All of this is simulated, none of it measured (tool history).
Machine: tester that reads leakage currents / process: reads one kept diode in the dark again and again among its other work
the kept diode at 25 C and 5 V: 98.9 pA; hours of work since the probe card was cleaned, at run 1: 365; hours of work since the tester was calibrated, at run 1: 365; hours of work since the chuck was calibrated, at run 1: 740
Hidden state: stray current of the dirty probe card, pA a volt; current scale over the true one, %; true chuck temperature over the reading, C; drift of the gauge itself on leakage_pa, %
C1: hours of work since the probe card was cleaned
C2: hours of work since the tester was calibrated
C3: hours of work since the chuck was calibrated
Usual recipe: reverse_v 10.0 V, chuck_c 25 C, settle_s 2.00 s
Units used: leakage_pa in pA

Run 1, hour 0.0: usual settings; C1 365; C2 365; C3 740. Result: leakage_pa 147.66 pA.
Run 2, hour 217.5: usual settings; C1 500; C2 500; C3 875. Result: leakage_pa 147.94 pA.
Run 3, hour 376.0: usual settings; C1 599; C2 599; C3 974. Result: leakage_pa 147.95 pA.
Run 4, hour 514.8: usual settings; C1 685; C2 685; C3 1060. Result: leakage_pa 147.24 pA.
Run 5, hour 656.8: usual settings; C1 773; C2 773; C3 1148. Result: leakage_pa 147.97 pA.
Run 6, hour 871.9: usual settings but reverse_v 19.1 V; C1 907; C2 907; C3 1282. Result: leakage_pa 211.25 pA.
Run 7, hour 991.3: usual settings but reverse_v 19.1 V; C1 981; C2 981; C3 1357. Result: leakage_pa 212.94 pA.
Run 8, hour 1119.6: usual settings but reverse_v 19.1 V; C1 1061; C2 1061; C3 1436. Result: leakage_pa 212.15 pA.
Run 9, hour 1257.7: usual settings but reverse_v 19.1 V; C1 1147; C2 1147; C3 1522. Result: leakage_pa 211.99 pA.
Run 10, hour 1399.4: usual settings; C1 1235; C2 1235; C3 1610. Result: leakage_pa 148.08 pA.
At hour 1423.3: probe card cleaned and baked.
Run 11, hour 1549.1: usual settings but reverse_v 1.1 V; C1 78; C2 1326; C3 1702. Result: leakage_pa 42.54 pA.
At hour 1659.6: chuck's temperature calibrated.
Run 12, hour 1729.4: usual settings; C1 189; C2 1437; C3 43. Result: leakage_pa 147.44 pA.
Run 13, hour 1842.6: usual settings; C1 260; C2 1508; C3 114. Result: leakage_pa 147.17 pA.
Run 14, hour 1979.3: usual settings; C1 345; C2 1593; C3 199. Result: leakage_pa 147.49 pA.
Run 15, hour 2122.8: usual settings; C1 434; C2 1682; C3 288. Result: leakage_pa 147.80 pA.
Run 16, hour 2219.8: usual settings but settle_s 0.83 s; C1 494; C2 1742; C3 348. Result: leakage_pa 148.94 pA.
Run 17, hour 2317.6: usual settings but settle_s 0.83 s; C1 555; C2 1803; C3 409. Result: leakage_pa 149.58 pA.
Run 18, hour 2457.6: usual settings but settle_s 2.32 s; C1 642; C2 1890; C3 496. Result: leakage_pa 147.22 pA.
Run 19, hour 2614.6: usual settings but settle_s 2.32 s; C1 740; C2 1988; C3 594. Result: leakage_pa 147.65 pA.
Run 20, hour 2766.5: usual settings but reverse_v 3.8 V, settle_s 2.32 s; C1 834; C2 2082; C3 688. Result: leakage_pa 85.53 pA.
Run 21, hour 2921.4: usual settings but reverse_v 17.0 V, chuck_c 33 C, settle_s 1.38 s; C1 930; C2 2179; C3 785. Result: leakage_pa 357.57 pA.
Run 22, hour 3065.8: usual settings but reverse_v 17.0 V, chuck_c 33 C, settle_s 1.38 s; C1 1020; C2 2268; C3 875. Result: leakage_pa 358.79 pA.
Run 23, hour 3286.3: usual settings but reverse_v 17.0 V, chuck_c 33 C, settle_s 1.38 s; C1 1157; C2 2406; C3 1012. Result: leakage_pa 358.40 pA.
At hour 3430.3: probe card cleaned and baked.
Run 24, hour 3461.9: usual settings but reverse_v 14.9 V, settle_s 2.89 s; C1 20; C2 2513; C3 1119. Result: leakage_pa 183.72 pA.
Run 25, hour 3636.0: usual settings but reverse_v 14.9 V, settle_s 2.89 s; C1 128; C2 2621; C3 1227. Result: leakage_pa 183.66 pA.
Run 26, hour 3841.7: usual settings but chuck_c 23 C; C1 256; C2 2749; C3 1355. Result: leakage_pa 125.96 pA.
Run 27, hour 3992.8: usual settings but reverse_v 3.3 V; C1 350; C2 2843; C3 1449. Result: leakage_pa 79.22 pA.
Run 28, hour 4118.2: usual settings but reverse_v 2.3 V, settle_s 4.00 s; C1 428; C2 2921; C3 1527. Result: leakage_pa 64.02 pA.
Run 29, hour 4331.3: usual settings but reverse_v 15.6 V, settle_s 4.54 s; C1 560; C2 3054; C3 1660. Result: leakage_pa 188.46 pA.
At hour 4501.5: chuck's temperature calibrated.
Run 30, hour 4551.6: usual settings but reverse_v 15.6 V, settle_s 4.54 s; C1 696; C2 3189; C3 31. Result: leakage_pa 187.96 pA.
Run 31, hour 4650.3: usual settings but reverse_v 15.6 V, settle_s 4.54 s; C1 757; C2 3251; C3 93. Result: leakage_pa 187.64 pA.
Run 32, hour 4802.5: usual settings but reverse_v 15.6 V, settle_s 4.54 s; C1 852; C2 3345; C3 187. Result: leakage_pa 187.92 pA.
Run 33, hour 4934.6: usual settings but reverse_v 1.7 V, chuck_c 21 C; C1 934; C2 3427; C3 269. Result: leakage_pa 40.04 pA.
Run 34, hour 5144.4: usual settings but reverse_v 1.0 V, chuck_c 24 C, settle_s 4.25 s; C1 1065; C2 3558; C3 400. Result: leakage_pa 37.66 pA.
Run 35, hour 5317.1: usual settings but reverse_v 1.7 V, chuck_c 23 C, settle_s 0.49 s; C1 1172; C2 3665; C3 507. Result: leakage_pa 47.60 pA.
Run 36, hour 5430.1: usual settings but reverse_v 1.7 V, chuck_c 23 C, settle_s 0.49 s; C1 1242; C2 3736; C3 578. Result: leakage_pa 47.41 pA.
At hour 5453.1: probe card cleaned and baked.
Run 37, hour 5604.1: usual settings but reverse_v 5.2 V, chuck_c 27 C, settle_s 5.73 s; C1 94; C2 3842; C3 684. Result: leakage_pa 118.24 pA.
At hour 5633.8: tester calibrated.
Run 38, hour 5788.7: usual settings but reverse_v 1.4 V, chuck_c 29 C, settle_s 2.92 s; C1 207; C2 96; C3 797. Result: leakage_pa 65.62 pA.
Run 39, hour 5937.0: usual settings but reverse_v 1.4 V, chuck_c 29 C, settle_s 2.92 s; C1 300; C2 189; C3 890. Result: leakage_pa 65.72 pA.
Run 40, hour 6081.5: usual settings but reverse_v 10.4 V, chuck_c 29 C, settle_s 9.42 s; C1 390; C2 278; C3 979. Result: leakage_pa 200.80 pA.

Alternative continuations, all from the tool just after run 40; predict every row:
Run A, hour 6293.2: usual settings but reverse_v 5.0 V, settle_s 5.69 s; C1 521; C2 410; C3 1111. Result: leakage_pa ?.
Run B, hour 6293.2: usual settings but reverse_v 1.1 V, chuck_c 23 C, settle_s 3.71 s; C1 521; C2 410; C3 1111. Result: leakage_pa ?.
Run C, hour 6293.2: usual settings but reverse_v 12.6 V, chuck_c 37 C, settle_s 4.17 s; C1 521; C2 410; C3 1111. Result: leakage_pa ?.

run  leakage_pa
  A      100.06
  B       36.56
  C      400.32
With the hidden condition removed and each run's random variation left untouched, the same runs would have given:
run  leakage_pa
  A       99.98
  B       36.53
  C      400.06
